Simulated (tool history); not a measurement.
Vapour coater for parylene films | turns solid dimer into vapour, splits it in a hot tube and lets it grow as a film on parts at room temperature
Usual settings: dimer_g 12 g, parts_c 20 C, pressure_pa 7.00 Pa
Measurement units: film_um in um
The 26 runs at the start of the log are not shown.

| run | hour | dimer_g | parts_c | pressure_pa | hours of work since the trap's valve was overhauled | hours of work since the table's thermometer was calibrated | film_um |
|---|---|---|---|---|---|---|---|
| 27 | 290.3 | 11 | 15 | 7.91 | 365 | 461 | 4.80 |
| 28 | 302.7 | 8 | 20 | 7.00 | 371 | 467 | 2.83 |
| 29 | 312.5 | 18 | 21 | 9.97 | 376 | 472 | 5.70 |
| 30 | 326.6 | 5 | 21 | 9.97 | 383 | 479 | 1.60 |
| 31 | 340.2 | 12 | 20 | 2.55 | 390 | 486 | 5.08 |
| 32 | 350.5 | 12 | 20 | 10.22 | 395 | 491 | 3.91 |
| 33 | 362.7 | 13 | 26 | 6.36 | 401 | 497 | 3.55 |
| 34 | 371.7 | 13 | 26 | 6.36 | 406 | 502 | 3.55 |
| 35 | 381.2 | 12 | 20 | 5.30 | 411 | 506 | 4.41 |
| 36 | 388.7 | 18 | 20 | 2.25 | 414 | 510 | 7.77 |
| 37 | 401.8 | 18 | 13 | 4.62 | 421 | 517 | 9.33 |
| 38 | 414.4 | 5 | 13 | 7.04 | 427 | 523 | 2.41 |
| 39 | 426.7 | 12 | 20 | 7.00 | 433 | 529 | 4.21 |
| 40 | 439.6 | 12 | 20 | 7.00 | 440 | 536 | 4.21 |
| 41 | 454.3 | 12 | 20 | 7.00 | 447 | 543 | 4.17 |

Alternative continuations, all from the tool just after run 41; predict every row:
| A | 467.2 | 12 | 28 | 3.08 | 454 | 550 | ? |
| B | 467.2 | 6 | 15 | 2.25 | 454 | 550 | ? |
| C | 467.2 | 12 | 30 | 4.63 | 454 | 550 | ? |

| run | film_um |
|---|---|
| A | 3.40 |
| B | 3.22 |
| C | 2.89 |
Stripped of hidden state, with their random variation kept, the same runs would have yielded:
| run | film_um |
|---|---|
| A | 3.66 |
| B | 3.46 |
| C | 3.11 |
